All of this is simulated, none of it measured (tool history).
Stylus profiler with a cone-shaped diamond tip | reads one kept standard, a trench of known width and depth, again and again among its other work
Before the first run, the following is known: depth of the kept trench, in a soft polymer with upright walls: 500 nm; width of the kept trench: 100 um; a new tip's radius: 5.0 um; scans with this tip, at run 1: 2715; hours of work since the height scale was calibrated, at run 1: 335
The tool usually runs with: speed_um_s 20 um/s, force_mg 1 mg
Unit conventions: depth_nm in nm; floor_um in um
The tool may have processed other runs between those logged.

run    hour  speed_um_s  force_mg  scans with this tip  hours of work since the height scale was calibrated  depth_nm  floor_um
  1       0          20         1                 2715                                                  335    501.31     95.21
  2      56          20      1.74                 3013                                                  372     501.9     95.23
  3   107.4          20      1.61                 3285                                                  406    501.87     95.26
  4   154.4          26      1.61                 3535                                                  437    501.84     95.23
  5   188.6          26      1.61                 3716                                                  459    501.75     95.21
  6   217.6          20         1                 3870                                                  478    501.18     95.18
  7   257.9          20         1                 4084                                                  505    501.16     95.17
  8   305.8          20         1                 4338                                                  536    500.84     95.15
  9   348.6          20         1                 4566                                                  564       501      95.1
 10   383.4          20         1                 4751                                                  587    500.85     95.08
 11   437.1          56         1                 5036                                                  622    500.91     94.72
 12   481.7          56         1                 5272                                                  651    500.82     94.72
 13   518.7          56         1                 5469                                                  676    500.87     94.68
 14   570.4          20         1                 5743                                                  709    500.69     95.06
 15     626          65         1                 6038                                                  746    500.71     94.54
 16   681.1          65         1                 6331                                                  782    500.71     94.55
 17   707.1          65       0.8                 6469                                                  799    500.16     94.43
 18   753.5          27       0.8                 6715                                                  830     500.1     94.92
 19   793.1          27       0.8                 6925                                                  855    500.34     94.86
 20   816.7          27       0.8                 7050                                                  871    500.26      94.9
 21   870.9          20         1                 7338                                                  907     500.8     94.98
 22     907          20         1                 7530                                                  930    500.57     94.86
 23     963          20         1                 7827                                                  967    500.38     94.91
 24   988.9          42      0.39                 7965                                                  984    499.69     94.44
 25  1020.8          28      0.37                 8134                                                 1005    499.27     94.69
 26    1067          28      0.37                 8379                                                 1035    499.32     94.64
 27  1116.2          23      0.85                 8640                                                 1067    500.03     94.81
 28  1164.9          18      0.73                 8899                                                 1099    499.83     94.76
 29  1197.1          78      2.72                 9070                                                 1120    502.25     94.56
 30  1250.6          12      0.49                 9354                                                 1155    499.19     94.81
 31  1278.4          10         1                 9501                                                 1174    500.12     94.94
 32    1301          59      0.82                 9621                                                 1189    499.93     94.41
 33  1353.1          59      0.82                 9898                                                 1223    499.76     94.39
 34  1397.6          28      0.36                10134                                                 1252    498.95     94.54
 35    1435          22      2.57                10333                                                 1276    501.64     94.81
 36  1471.1          22      2.57                10524                                                 1300    501.49     94.88
 37  1499.8          19      0.69                10677                                                 1319    499.49     94.71
 38  1543.7          10      1.45                10909                                                 1348    500.36     94.86
 39  1566.7          22         1                11032                                                 1363    499.77     94.73
 40  1607.7           8      0.36                11249                                                 1390    498.72      94.8
 41    1641           7      0.58                11426                                                 1411    499.11     94.78
 42  1687.1          56      2.29                11671                                                 1442    501.34     94.51
 43  1713.9          69      0.42                11813                                                 1459    498.84     93.85
 44    1760          37      0.92                12058                                                 1490    499.45     94.43
     1771.7  -- height scale calibrated on a step standard
 45  1791.6          37      0.92                12223                                                   13    501.75     94.45

Hidden state at the last listed run before each entry between runs and at the first one after, where it differs:
After run 44, before run 45: height scale calibrated on a step standard (hour 1771.7)
  radius of the tip, um: 6.85 -> 6.87; height scale over the true one, %: -0.474 -> -0.014
  what was measured, less what the result would be without the hidden state, depth_nm: -2.39 -> -0.07 nm; floor_um: -0.77 -> -0.79 um
